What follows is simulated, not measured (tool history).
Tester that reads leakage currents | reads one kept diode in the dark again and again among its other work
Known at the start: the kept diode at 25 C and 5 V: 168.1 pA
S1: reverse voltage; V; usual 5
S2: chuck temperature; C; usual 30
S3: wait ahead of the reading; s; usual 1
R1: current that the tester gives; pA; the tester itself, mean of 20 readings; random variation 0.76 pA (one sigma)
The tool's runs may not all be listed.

Run 1, hour 0: usual settings. Result: R1 253.09 pA.
Run 2, hour 53.6: usual settings. Result: R1 254.15 pA.
Run 3, hour 130.6: usual settings. Result: R1 254.68 pA.
Run 4, hour 167.4: usual settings. Result: R1 254.74 pA.
Run 5, hour 225.8: usual settings. Result: R1 253.58 pA.
Run 6, hour 257.7: usual settings. Result: R1 253.71 pA.
Run 7, hour 313.6: usual settings. Result: R1 254.02 pA.
Run 8, hour 385.4: usual settings. Result: R1 255.28 pA.
Run 9, hour 439.1: usual settings. Result: R1 254.63 pA.
Run 10, hour 501.9: usual settings but S1 1.13 V, S2 34 C, S3 7.96 s. Result: R1 154.58 pA.
Run 11, hour 558.1: usual settings but S1 1.13 V, S2 34 C, S3 7.96 s. Result: R1 153.75 pA.
Run 12, hour 603.9: usual settings but S1 9.79 V, S3 0.32 s. Result: R1 370.91 pA.
Run 13, hour 657.5: usual settings but S1 9.79 V, S3 0.32 s. Result: R1 371.05 pA.
Run 14, hour 732.9: usual settings but S1 10.36 V. Result: R1 380.48 pA.
Run 15, hour 798.1: usual settings but S1 1.09 V, S3 4.31 s. Result: R1 109.59 pA.
Run 16, hour 852.4: usual settings but S1 3.8 V, S2 25 C. Result: R1 145.18 pA.
Run 17, hour 930.9: usual settings but S1 6.38 V, S2 55 C, S3 0.43 s. Result: R1 1866.87 pA.

Forecast each of these 3 alternatives for the next run:
Run A, hour 979.2: usual settings but S2 45 C, S3 0.8 s. Result: R1 ?.
Run B, hour 979.2: usual settings but S1 3.11 V, S2 35 C, S3 7.44 s. Result: R1 ?.
Run C, hour 979.2: usual settings but S1 2.33 V, S3 3.84 s. Result: R1 ?.

run      R1
  A   805.4
  B  290.09
  C  166.92
Without the tool's hidden state the same runs would have given:
run      R1
  A  805.05
  B  289.93
  C  166.81
